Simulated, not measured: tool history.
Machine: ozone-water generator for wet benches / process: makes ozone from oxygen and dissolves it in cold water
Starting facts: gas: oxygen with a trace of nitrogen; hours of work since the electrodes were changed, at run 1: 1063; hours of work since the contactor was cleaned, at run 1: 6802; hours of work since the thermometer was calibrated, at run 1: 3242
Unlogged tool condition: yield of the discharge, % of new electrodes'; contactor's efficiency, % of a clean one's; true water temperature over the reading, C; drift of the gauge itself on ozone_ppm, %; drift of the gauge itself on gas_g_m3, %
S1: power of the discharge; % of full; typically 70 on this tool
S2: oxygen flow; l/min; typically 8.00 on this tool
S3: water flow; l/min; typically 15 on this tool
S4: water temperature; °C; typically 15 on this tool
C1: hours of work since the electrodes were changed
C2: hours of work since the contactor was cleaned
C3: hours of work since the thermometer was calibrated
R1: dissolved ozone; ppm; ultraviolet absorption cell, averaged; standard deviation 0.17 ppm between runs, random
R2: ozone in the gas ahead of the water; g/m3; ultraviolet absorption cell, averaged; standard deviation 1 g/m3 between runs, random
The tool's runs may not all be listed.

run 1 hour=0.0 | S1=70 S2=8.00 S3=15 S4=15 | C1=1063 C2=6802 C3=3242 | R1=21.3 R2=169.1
run 2 hour=42.6 | S1=70 S2=8.00 S3=15 S4=15 | C1=1091 C2=6830 C3=3269 | R1=21.1 R2=169.8
run 3 hour=69.4 | S1=70 S2=8.00 S3=15 S4=15 | C1=1108 C2=6847 C3=3287 | R1=21.4 R2=168.3
run 4 hour=109.0 | S1=70 S2=8.00 S3=15 S4=15 | C1=1134 C2=6873 C3=3312 | R1=21.2 R2=168.5
run 5 hour=152.4 | S1=70 S2=8.00 S3=15 S4=15 | C1=1162 C2=6901 C3=3341 | R1=21.0 R2=169.7
run 6 hour=178.1 | S1=70 S2=8.00 S3=15 S4=15 | C1=1178 C2=6918 C3=3357 | R1=21.4 R2=169.5
run 7 hour=209.0 | S1=70 S2=8.00 S3=15 S4=15 | C1=1198 C2=6938 C3=3377 | R1=21.2 R2=170.6
run 8 hour=246.0 | S1=70 S2=8.00 S3=15 S4=15 | C1=1222 C2=6962 C3=3401 | R1=21.2 R2=168.6
run 9 hour=277.1 | S1=70 S2=8.00 S3=15 S4=15 | C1=1242 C2=6982 C3=3421 | R1=21.2 R2=170.3
run 10 hour=303.2 | S1=70 S2=8.00 S3=14 S4=15 | C1=1259 C2=6999 C3=3438 | R1=21.9 R2=167.4
run 11 hour=354.8 | S1=70 S2=8.00 S3=15 S4=11 | C1=1293 C2=7032 C3=3472 | R1=22.6 R2=169.0
run 12 hour=410.9 | S1=70 S2=8.86 S3=15 S4=15 | C1=1329 C2=7069 C3=3508 | R1=20.8 R2=160.0
run 13 hour=446.6 | S1=70 S2=8.00 S3=17 S4=15 | C1=1352 C2=7092 C3=3531 | R1=19.6 R2=168.6
run 14 hour=484.2 | S1=40 S2=8.00 S3=15 S4=15 | C1=1377 C2=7116 C3=3555 | R1=14.8 R2=117.0
run 15 hour=538.6 | S1=40 S2=8.00 S3=15 S4=15 | C1=1412 C2=7151 C3=3591 | R1=14.9 R2=118.2
run 16 hour=570.2 | S1=40 S2=8.00 S3=15 S4=15 | C1=1432 C2=7172 C3=3611 | R1=14.8 R2=117.3
run 17 hour=596.1 | S1=40 S2=8.00 S3=15 S4=15 | C1=1449 C2=7189 C3=3628 | R1=14.7 R2=119.3
run 18 hour=648.2 | S1=40 S2=8.00 S3=15 S4=15 | C1=1483 C2=7222 C3=3662 | R1=14.8 R2=117.9
-- hour=655.8 water thermometer calibrated
run 19 hour=707.0 | S1=66 S2=8.00 S3=12 S4=15 | C1=1521 C2=7260 C3=33 | R1=22.9 R2=162.0
run 20 hour=750.3 | S1=58 S2=8.00 S3=12 S4=15 | C1=1549 C2=7288 C3=61 | R1=20.8 R2=150.6
run 21 hour=779.1 | S1=50 S2=10.63 S3=16 S4=9 | C1=1567 C2=7307 C3=80 | R1=17.7 R2=116.9
run 22 hour=830.4 | S1=50 S2=10.63 S3=16 S4=9 | C1=1601 C2=7340 C3=113 | R1=17.5 R2=118.1
run 23 hour=856.9 | S1=70 S2=4.84 S3=17 S4=15 | C1=1618 C2=7357 C3=130 | R1=19.8 R2=216.9
run 24 hour=897.8 | S1=50 S2=8.00 S3=15 S4=18 | C1=1644 C2=7384 C3=157 | R1=15.7 R2=134.9
run 25 hour=957.9 | S1=64 S2=4.03 S3=16 S4=18 | C1=1683 C2=7423 C3=196 | R1=18.6 R2=228.3
-- hour=966.4 contactor cleaned
-- hour=992.4 water thermometer calibrated, once more
run 26 hour=1013.6 | S1=64 S2=4.03 S3=16 S4=7 | C1=1716 C2=30 C3=14 | R1=23.2 R2=227.7
run 27 hour=1044.9 | S1=43 S2=8.00 S3=10 S4=22 | C1=1737 C2=51 C3=34 | R1=17.2 R2=122.7
run 28 hour=1081.9 | S1=43 S2=8.00 S3=11 S4=22 | C1=1761 C2=75 C3=58 | R1=16.9 R2=123.3
run 29 hour=1121.0 | S1=55 S2=4.27 S3=11 S4=10 | C1=1786 C2=100 C3=83 | R1=26.9 R2=200.7
run 30 hour=1176.5 | S1=57 S2=6.33 S3=15 S4=21 | C1=1822 C2=136 C3=119 | R1=18.2 R2=166.3
run 31 hour=1232.2 | S1=57 S2=6.33 S3=15 S4=21 | C1=1858 C2=172 C3=155 | R1=18.3 R2=164.3
run 32 hour=1284.7 | S1=80 S2=14.40 S3=20 S4=8 | C1=1892 C2=206 C3=189 | R1=22.0 R2=132.5
run 33 hour=1314.8 | S1=80 S2=14.40 S3=20 S4=8 | C1=1911 C2=225 C3=209 | R1=21.7 R2=132.3

Each row is a separate what-if for the run after 33, all from the same tool condition, not one after another. Results?
run A hour=1369.7 | S1=70 S2=8.00 S3=16 S4=15 | C1=1947 C2=261 C3=244 | R1=? R2=?
run B hour=1369.7 | S1=94 S2=8.00 S3=15 S4=15 | C1=1947 C2=261 C3=244 | R1=? R2=?
run C hour=1369.7 | S1=41 S2=8.00 S3=15 S4=8 | C1=1947 C2=261 C3=244 | R1=? R2=?
run D hour=1369.7 | S1=80 S2=6.35 S3=20 S4=8 | C1=1947 C2=261 C3=244 | R1=? R2=?

run=A R1=21.8 R2=165.6
run=B R1=27.2 R2=199.8
run=C R1=18.1 R2=118.6
run=D R1=22.9 R2=205.9
With the hidden condition removed and each run's random variation left untouched, the same runs would have given:
run=A R1=23.1 R2=173.6
run=B R1=29.1 R2=211.4
run=C R1=18.9 R2=122.4
run=D R1=24.4 R2=216.9
